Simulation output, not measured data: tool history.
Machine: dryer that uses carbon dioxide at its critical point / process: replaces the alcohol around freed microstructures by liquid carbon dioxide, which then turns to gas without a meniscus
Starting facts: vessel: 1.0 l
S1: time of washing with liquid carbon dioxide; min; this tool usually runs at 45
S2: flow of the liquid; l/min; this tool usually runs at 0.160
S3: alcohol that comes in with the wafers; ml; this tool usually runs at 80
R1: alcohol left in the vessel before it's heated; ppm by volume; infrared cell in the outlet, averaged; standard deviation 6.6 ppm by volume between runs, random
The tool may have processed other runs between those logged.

| run | day | S1 | S2 | S3 | R1 |
|---|---|---|---|---|---|
| 1 | 0.000 | 45 | 0.160 | 80 | 649 |
| 2 | 1.367 | 45 | 0.160 | 80 | 660 |
| 3 | 2.188 | 45 | 0.160 | 72 | 624 |
| 4 | 3.138 | 45 | 0.160 | 72 | 648 |
| 5 | 4.100 | 45 | 0.160 | 80 | 686 |
| 6 | 5.188 | 45 | 0.160 | 80 | 723 |
|  | 5.425 | inlet filter changed |
| 7 | 6.054 | 45 | 0.160 | 80 | 495 |
| 8 | 7.242 | 45 | 0.160 | 80 | 503 |
| 9 | 8.550 | 45 | 0.160 | 80 | 519 |
| 10 | 9.300 | 45 | 0.160 | 83 | 541 |
| 11 | 10.788 | 45 | 0.160 | 83 | 551 |
| 12 | 12.458 | 28 | 0.160 | 80 | 2862 |
| 13 | 13.158 | 45 | 0.208 | 80 | 279 |
| 14 | 14.721 | 49 | 0.160 | 80 | 458 |
| 15 | 15.883 | 49 | 0.160 | 80 | 456 |
| 16 | 16.783 | 39 | 0.160 | 80 | 1016 |
| 17 | 17.567 | 45 | 0.160 | 80 | 619 |
| 18 | 18.804 | 45 | 0.160 | 80 | 642 |
| 19 | 19.596 | 45 | 0.160 | 34 | 405 |
| 20 | 20.467 | 45 | 0.160 | 28 | 378 |
| 21 | 21.254 | 45 | 0.160 | 80 | 686 |
| 22 | 22.308 | 45 | 0.160 | 80 | 679 |
| 23 | 23.071 | 45 | 0.160 | 80 | 706 |
| 24 | 24.467 | 45 | 0.160 | 80 | 737 |
| 25 | 25.696 | 45 | 0.161 | 88 | 796 |
| 26 | 27.117 | 45 | 0.161 | 88 | 828 |
|  | 28.329 | inlet filter changed |
| 27 | 28.804 | 45 | 0.161 | 88 | 588 |
| 28 | 29.829 | 45 | 0.161 | 88 | 581 |
| 29 | 31.117 | 45 | 0.161 | 88 | 627 |
|  | 32.508 | purifier's bed changed |
| 30 | 32.708 | 45 | 0.161 | 88 | 358 |
| 31 | 33.708 | 45 | 0.161 | 88 | 367 |
| 32 | 35.192 | 45 | 0.250 | 48 | 26 |
| 33 | 36.200 | 64 | 0.146 | 51 | 65 |
| 34 | 37.404 | 64 | 0.104 | 95 | 623 |
| 35 | 38.317 | 40 | 0.163 | 104 | 840 |
| 36 | 39.004 | 66 | 0.160 | 37 | 57 |
| 37 | 40.429 | 66 | 0.190 | 38 | 34 |
| 38 | 41.429 | 43 | 0.214 | 53 | 102 |
| 39 | 42.208 | 51 | 0.160 | 80 | 235 |
| 40 | 43.492 | 51 | 0.160 | 80 | 261 |
| 41 | 44.512 | 51 | 0.160 | 80 | 268 |
| 42 | 45.329 | 51 | 0.160 | 80 | 286 |
| 43 | 46.375 | 51 | 0.160 | 80 | 288 |
| 44 | 47.921 | 51 | 0.160 | 80 | 307 |
| 45 | 49.408 | 51 | 0.160 | 80 | 331 |
| 46 | 50.321 | 43 | 0.159 | 67 | 598 |
|  | 51.371 | inlet filter changed |
| 47 | 52.025 | 43 | 0.159 | 67 | 375 |

Predict each of these 4 candidate next runs independently; none follows another, all start after run 47:
| A | 53.438 | 52 | 0.160 | 22 | ? |
| B | 53.438 | 49 | 0.108 | 62 | ? |
| C | 53.438 | 42 | 0.154 | 38 | ? |
| D | 53.438 | 43 | 0.156 | 67 | ? |

| run | R1 |
|---|---|
| A | 110 |
| B | 1091 |
| C | 320 |
| D | 443 |
What these runs would have given with no unlogged condition in the tool:
| run | R1 |
|---|---|
| A | 35 |
| B | 958 |
| C | 234 |
| D | 346 |

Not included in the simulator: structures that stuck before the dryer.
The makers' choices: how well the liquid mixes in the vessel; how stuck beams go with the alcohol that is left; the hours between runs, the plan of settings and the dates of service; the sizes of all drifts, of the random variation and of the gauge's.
